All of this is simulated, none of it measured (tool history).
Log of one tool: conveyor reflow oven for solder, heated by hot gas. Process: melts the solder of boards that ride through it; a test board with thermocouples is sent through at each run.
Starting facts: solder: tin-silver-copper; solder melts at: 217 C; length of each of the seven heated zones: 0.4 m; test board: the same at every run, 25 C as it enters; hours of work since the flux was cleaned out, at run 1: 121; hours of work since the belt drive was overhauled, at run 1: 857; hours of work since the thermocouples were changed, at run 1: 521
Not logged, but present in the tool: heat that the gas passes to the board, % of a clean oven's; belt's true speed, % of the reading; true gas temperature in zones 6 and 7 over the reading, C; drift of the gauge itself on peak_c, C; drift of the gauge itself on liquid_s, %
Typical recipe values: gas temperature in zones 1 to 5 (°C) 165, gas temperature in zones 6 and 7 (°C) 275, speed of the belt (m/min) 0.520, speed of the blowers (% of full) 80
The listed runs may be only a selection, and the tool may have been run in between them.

run	hour	gas temperature in zones 1 to 5 (°C)	gas temperature in zones 6 and 7 (°C)	speed of the belt (m/min)	speed of the blowers (% of full)	hours of work since the flux was cleaned out	hours of work since the belt drive was overhauled	hours of work since the thermocouples were changed	highest temperature of the board (°C)	time above the solder's melting point (s)
1	0.0	165	275	0.520	80	121	857	521	258.59	71.6
2	30.1	165	275	0.520	80	143	878	543	258.44	71.8
3	43.1	165	275	0.520	80	152	887	552	258.46	71.5
4	65.9	165	275	0.520	80	168	903	568	258.45	71.6
5	95.7	165	275	0.520	80	189	924	589	258.02	71.3
6	126.8	165	275	0.520	80	211	947	611	257.83	71.3
7	144.5	165	275	0.520	80	224	959	624	257.87	71.1
# hour 157.2: flux residue cleaned out of gas plates and filters
8	180.0	165	275	0.520	80	16	981	646	260.20	73.4
# hour 193.2: belt drive overhauled, speed set with a stopwatch
# hour 197.3: thermocouples of zones 6 and 7 changed
9	200.6	165	275	0.490	80	27	4	2	260.07	78.7
10	213.6	165	275	0.490	80	36	13	12	260.02	78.8
11	244.2	165	275	0.557	80	58	35	33	255.54	64.9
12	260.6	165	275	0.557	80	69	46	45	255.32	64.8
13	289.6	165	275	0.557	80	90	67	66	255.13	64.5
14	314.8	163	283	0.486	63	108	85	83	262.21	79.6
15	345.7	173	277	0.613	57	130	107	105	246.68	51.7
# hour 355.3: belt drive overhauled, speed set with a stopwatch, once more
16	379.1	174	279	0.470	85	150	17	126	265.69	87.8
17	409.1	175	279	0.470	85	172	38	148	265.70	88.2
18	431.5	165	281	0.539	69	188	54	163	256.64	65.5
19	445.5	165	281	0.539	69	198	64	173	256.63	65.2
20	466.1	157	281	0.539	55	212	79	188	249.09	54.6
# hour 496.2: flux residue cleaned out of gas plates and filters
21	496.4	157	286	0.500	55	0	97	206	259.40	69.9
22	523.9	157	283	0.524	55	20	116	225	254.41	62.2
23	541.8	155	288	0.520	80	32	129	238	267.80	73.3
24	562.5	155	288	0.520	80	47	143	253	267.62	73.7
25	591.2	152	288	0.508	50	67	164	273	256.20	64.1

Hidden state or all else? Some run-to-run changes of highest temperature of the board (°C), split into what the settings, what came in and random variation would give without the hidden state, and what is left for the hidden state (with any gauge scatter that isn't in both results):
Run 7 -> 8: flux residue cleaned out of gas plates and filters. highest temperature of the board (°C) +2.33: hidden state +2.35, all else -0.02.
Run 14 -> 15: gas temperature in zones 1 to 5 (°C) 163 -> 173, gas temperature in zones 6 and 7 (°C) 283 -> 277, speed of the belt (m/min) 0.486 -> 0.613, speed of the blowers (% of full) 63 -> 57. highest temperature of the board (°C) -15.53: hidden state -0.06, all else -15.47.
Run 15 -> 16: gas temperature in zones 1 to 5 (°C) 173 -> 174, gas temperature in zones 6 and 7 (°C) 277 -> 279, speed of the belt (m/min) 0.613 -> 0.470, speed of the blowers (% of full) 57 -> 85, belt drive overhauled, speed set with a stopwatch, once more. highest temperature of the board (°C) +19.01: hidden state -1.30, all else +20.31.
Run 20 -> 21: gas temperature in zones 6 and 7 (°C) 281 -> 286, speed of the belt (m/min) 0.539 -> 0.500, flux residue cleaned out of gas plates and filters. highest temperature of the board (°C) +10.31: hidden state +2.32, all else +7.99.

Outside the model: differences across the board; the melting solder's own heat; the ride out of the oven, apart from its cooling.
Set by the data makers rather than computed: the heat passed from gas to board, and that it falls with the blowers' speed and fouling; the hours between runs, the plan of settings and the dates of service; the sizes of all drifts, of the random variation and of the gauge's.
